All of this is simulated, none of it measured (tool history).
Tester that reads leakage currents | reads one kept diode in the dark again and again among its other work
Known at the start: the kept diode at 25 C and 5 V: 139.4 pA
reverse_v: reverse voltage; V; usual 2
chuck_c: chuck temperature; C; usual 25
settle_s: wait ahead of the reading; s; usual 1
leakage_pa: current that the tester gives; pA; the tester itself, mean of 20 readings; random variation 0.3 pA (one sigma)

run   hour  reverse_v  chuck_c  settle_s  leakage_pa
  1      0          2       25         1      105.35
  2   22.3          2       25         1      104.98
  3   46.7          2       25         1      105.35
  4     64          2       25         1      104.56
  5   77.7          2       25         1      105.54
  6   96.8          2       25         1      105.38
  7  121.7          2       25       1.4      105.16
  8  151.8          2       25         1      106.34
  9  181.6          2       25         1      105.63
 10  212.8          2       25         1      105.84
 11  227.1          2       25         1      106.79
 12  256.7          2       25         1      106.47
 13  287.6          2       25         1      106.55
 14    305          2       25         1      106.48
 15    323       6.66       25         1      169.04
 16  354.4       6.66       25         1      169.84
 17  381.4          2       22         1       82.69
 18    413       4.45       22         1      112.91
 19  433.4       4.45       22         1      113.27
 20  454.6          2       25         1      107.41
 21  468.2       2.98       34      3.41      261.37
 22  497.6       2.98       21      2.49       88.85
 23  530.5      10.35       25      6.16      203.14
 24  559.2      10.35       25      6.16      203.52
 25  592.1      10.35       25      6.16      203.59
 26  619.3      10.35       25      6.16      204.17
 27  648.6      10.35       25      6.16      204.55
 28  672.3      18.74       39         1      777.72
 29  702.1          2       25      0.32       108.2
 30  727.3          2       47      6.29      621.79
 31    758       2.86       31      2.17      203.62
 32  791.4       3.01       24      0.42      117.08
 33  805.8      13.85       24      3.43      212.99
 34    838      13.85       24      3.43      212.94
 35  857.4      13.85       21      9.59      167.91
 36  880.6      19.66       37      0.75      684.44
 37  912.4      13.11       38      0.75      637.63
 38  934.1      19.56       48      3.23     1569.95
 39  948.3      19.56       48      3.23     1574.55

Forecast each of these 3 alternatives for the next run:
  A  962.3       5.85       24      0.36           ?
  B  962.3      11.98       20      1.28           ?
  C  962.3      19.56       48      9.43           ?

run  leakage_pa
  A      152.71
  B      147.75
  C     1569.16
Without the tool's hidden state the same runs would have given:
run  leakage_pa
  A      136.53
  B      124.41
  C     1461.94

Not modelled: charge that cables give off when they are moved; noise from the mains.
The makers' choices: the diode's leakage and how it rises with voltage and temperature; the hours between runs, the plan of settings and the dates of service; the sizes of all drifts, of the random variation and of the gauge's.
